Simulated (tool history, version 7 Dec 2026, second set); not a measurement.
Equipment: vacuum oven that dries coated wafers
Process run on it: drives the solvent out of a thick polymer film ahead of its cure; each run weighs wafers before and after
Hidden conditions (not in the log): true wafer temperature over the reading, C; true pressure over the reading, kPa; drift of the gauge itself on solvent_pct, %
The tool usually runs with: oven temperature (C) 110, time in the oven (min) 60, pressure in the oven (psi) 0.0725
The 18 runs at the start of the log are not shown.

run	hour	oven temperature (C)	time in the oven (min)	pressure in the oven (psi)	hours of work since the thermocouples were calibrated	hours of work since the vacuum gauge was cleaned of residue	solvent left in the film (%)
19	334.1	110	30	0.0725	212	296	4.97
20	356.3	110	30	0.0725	224	308	5.03
21	374.0	110	30	0.0725	233	318	4.83
22	395.9	110	30	0.1096	245	330	5.10
23	409.0	103	89	0.1533	252	337	2.66
24	426.7	103	89	0.1533	262	346	2.63
25	452.7	124	57	0.0963	276	360	0.52
26	465.4	124	57	0.0963	283	367	0.60
27	492.3	112	104	0.0725	297	382	0.66
28	514.0	103	72	0.0725	309	394	2.86
29	542.3	112	61	0.0725	324	409	1.46
30	557.4	105	47	0.1347	333	417	4.51
31	573.7	119	63	0.2170	342	426	1.37
32	589.8	113	87	0.0725	350	435	0.81
33	608.7	113	87	0.0725	361	445	0.64
34	624.4	113	87	0.0725	369	454	0.69
35	638.1	110	87	0.2857	376	461	2.24
36	658.8	107	60	0.0387	388	472	2.43
37	683.7	106	60	0.1682	401	486	3.39

What if the next run were any one of these 5? Each begins from the tool's condition after run 37:
A	698.2	110	78	0.2448	409	494	?
B	698.2	106	98	0.1682	409	494	?
C	698.2	106	60	0.1752	409	494	?
D	698.2	96	31	0.0725	409	494	?
E	698.2	110	60	0.2634	409	494	?

run	solvent left in the film (%)
A	2.35
B	1.90
C	3.55
D	8.75
E	3.02
Stripped of hidden state, with their random variation kept, the same runs would have yielded:
run	solvent left in the film (%)
A	2.34
B	1.89
C	3.54
D	8.74
E	3.01
